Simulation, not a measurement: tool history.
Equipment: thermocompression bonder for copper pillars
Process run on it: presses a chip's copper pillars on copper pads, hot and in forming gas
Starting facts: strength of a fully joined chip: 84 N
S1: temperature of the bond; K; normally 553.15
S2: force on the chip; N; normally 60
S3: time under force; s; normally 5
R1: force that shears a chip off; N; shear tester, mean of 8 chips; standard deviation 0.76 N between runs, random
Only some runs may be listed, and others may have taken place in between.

Run 1, day 0: usual settings. Result: R1 52 N.
Run 2, day 2.975: usual settings. Result: R1 56.3 N.
Run 3, day 4.55: usual settings. Result: R1 55.8 N.
Run 4, day 6.079: usual settings. Result: R1 55 N.
Run 5, day 8.096: usual settings but S1 576.15 K. Result: R1 61.8 N.
Run 6, day 9.354: usual settings but S1 576.15 K. Result: R1 61.3 N.
Run 7, day 11.542: usual settings but S1 548.15 K. Result: R1 50.9 N.
Run 8, day 13.358: usual settings but S1 548.15 K. Result: R1 52.8 N.
Run 9, day 14.846: usual settings but S1 548.15 K. Result: R1 54 N.
Run 10, day 17.342: usual settings but S1 548.15 K. Result: R1 53.5 N.
Run 11, day 19.667: usual settings but S1 548.15 K. Result: R1 51.6 N.
Run 12, day 22.262: usual settings but S1 564.15 K, S3 8 s. Result: R1 62.9 N.
Run 13, day 24.971: usual settings but S2 42 N, S3 7 s. Result: R1 54.4 N.
Run 14, day 26.454: usual settings. Result: R1 53.8 N.
Run 15, day 27.75: usual settings but S1 549.15 K, S3 7 s. Result: R1 56.7 N.
Run 16, day 29.188: usual settings but S1 545.15 K, S2 83 N, S3 7 s. Result: R1 63.4 N.
Run 17, day 31.929: usual settings but S1 545.15 K, S2 83 N, S3 7 s. Result: R1 62.2 N.
Run 18, day 34.288: usual settings but S1 533.15 K, S2 70 N, S3 7 s. Result: R1 50 N.
Run 19, day 35.617: usual settings but S1 533.15 K, S2 70 N, S3 7 s. Result: R1 56.3 N.
Run 20, day 37.896: usual settings but S1 576.15 K. Result: R1 64.7 N.

The log once held 6 entries between its listed runs, left out of this copy. Where does each go, and what is different about the tool's unlogged condition between the listed run before it and the listed run after it?
Logged between run 1 and run 2: forming gas filter changed (day 0.988)
  true temperature of the bond over the reading, C: 0.2 -> 0.5; force that reaches the chip, % of what is set: 99.2 -> 99; oxide that the forming gas leaves, % of the face: 9.86 -> 2.6
  measured value less the no-hidden-state value, R1: -5.5 -> -1.3 N
Logged between run 7 and run 8: forming gas filter changed (day 12.388)
  true temperature of the bond over the reading, C: 1.4 -> 1.6; force that reaches the chip, % of what is set: 98.4 -> 98.3; oxide that the forming gas leaves, % of the face: 10.36 -> 1.41
  measured value less the no-hidden-state value, R1: -5.2 -> -0.2 N
Logged between run 11 and run 12: heater calibrated with a thermocouple chip (day 19.879)
  true temperature of the bond over the reading, C: 2.3 -> 4; force that reaches the chip, % of what is set: 97.8 -> 97.7; oxide that the forming gas leaves, % of the face: 7.31 -> 9.54
  measured value less the no-hidden-state value, R1: -3.4 -> -5.4 N
Logged between run 12 and run 13: forming gas filter changed (day 23.796)
  true temperature of the bond over the reading, C: 4 -> 4.3; force that reaches the chip, % of what is set: 97.7 -> 97.5; oxide that the forming gas leaves, % of the face: 9.54 -> 1.53
  measured value less the no-hidden-state value, R1: -5.4 -> +0.7 N
Logged between run 13 and run 14: heater calibrated with a thermocouple chip, once more (day 25.467)
  true temperature of the bond over the reading, C: 4.3 -> -0.3; force that reaches the chip, % of what is set: 97.5 -> 97.4; oxide that the forming gas leaves, % of the face: 1.53 -> 2.8
  measured value less the no-hidden-state value, R1: +0.7 -> -2.1 N
Logged between run 18 and run 19: forming gas filter changed (day 35.292)
  true temperature of the bond over the reading, C: 0.5 -> 0.6; force that reaches the chip, % of what is set: 96.8 -> 96.7; oxide that the forming gas leaves, % of the face: 10.05 -> 0.88
  measured value less the no-hidden-state value, R1: -5.9 -> -0.8 N
